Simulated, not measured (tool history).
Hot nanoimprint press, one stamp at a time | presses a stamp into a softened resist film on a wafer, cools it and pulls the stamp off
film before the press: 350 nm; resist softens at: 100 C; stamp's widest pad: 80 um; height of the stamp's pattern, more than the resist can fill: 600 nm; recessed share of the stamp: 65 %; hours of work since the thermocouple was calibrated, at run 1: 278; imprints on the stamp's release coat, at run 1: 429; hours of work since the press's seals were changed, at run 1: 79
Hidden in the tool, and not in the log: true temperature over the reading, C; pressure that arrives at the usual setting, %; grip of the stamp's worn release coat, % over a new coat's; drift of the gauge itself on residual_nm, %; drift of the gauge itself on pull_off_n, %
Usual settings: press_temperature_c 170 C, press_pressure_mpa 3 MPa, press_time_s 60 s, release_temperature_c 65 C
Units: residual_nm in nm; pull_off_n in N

run	hour	press_temperature_c	press_pressure_mpa	press_time_s	release_temperature_c	hours of work since the thermocouple was calibrated	imprints on the stamp's release coat	hours of work since the press's seals were changed	residual_nm	pull_off_n
1	0	170	3	60	65	278	429	79	134.1	179
2	36.2	170	3	60	65	297	519	97	133.1	179
# hour 60.4: plate thermocouple calibrated
3	77	170	3	60	65	9	613	117	133.8	181
# hour 115.8: stamp cleaned and given a new release coat
4	148.8	170	3	60	65	43	82	151	133.9	178
5	201.2	170	3	60	65	70	212	178	133.8	176
6	245.6	170	3	60	65	93	323	201	133.5	178
7	274.2	170	3	112	65	107	393	216	103.3	178
8	322.8	170	3	60	70	133	514	241	133.8	171
9	352.3	170	3	60	70	148	587	256	133.7	171
10	381.4	170	3	60	70	163	659	271	134.5	169
# hour 401.6: stamp cleaned and given a new release coat
11	419.6	170	3	60	70	180	44	288	133	170
12	466.3	163	3	60	65	204	160	312	175	177
13	534	170	3	60	50	239	328	347	134	200
14	599.1	170	3	60	50	272	490	381	132.9	202
15	646.8	170	3.7	62	55	297	608	405	119.4	193
# hour 674.4: plate thermocouple calibrated
# hour 689: stamp cleaned and given a new release coat
16	689	160	2.03	36	69	4	0	423	255.8	172
17	724.5	160	2.03	36	69	23	88	441	257.6	172
18	761.5	169	2.03	82	55	42	179	460	147.9	189
19	814.8	170	3.17	119	65	70	312	488	98	179
20	850.5	170	3.17	119	65	88	400	506	97.1	176
21	907.6	170	2.53	60	71	117	542	536	145.2	166

5 ways to go on from here, each from the tool as it stands after run 21. What would each give?
A	940.5	164	2.53	60	71	135	624	553	?	?
B	940.5	162	2.9	60	65	135	624	553	?	?
C	940.5	170	2.53	60	52	135	624	553	?	?
D	940.5	166	2.53	52	71	135	624	553	?	?
E	940.5	170	3	62	57	135	624	553	?	?

run	residual_nm	pull_off_n
A	182.1	171
B	184.5	179
C	145.5	195
D	177	169
E	132.7	194
Without the tool's hidden state the same runs would have given:
run	residual_nm	pull_off_n
A	181.9	170
B	184.2	178
C	145.3	194
D	176.7	168
E	132.5	193

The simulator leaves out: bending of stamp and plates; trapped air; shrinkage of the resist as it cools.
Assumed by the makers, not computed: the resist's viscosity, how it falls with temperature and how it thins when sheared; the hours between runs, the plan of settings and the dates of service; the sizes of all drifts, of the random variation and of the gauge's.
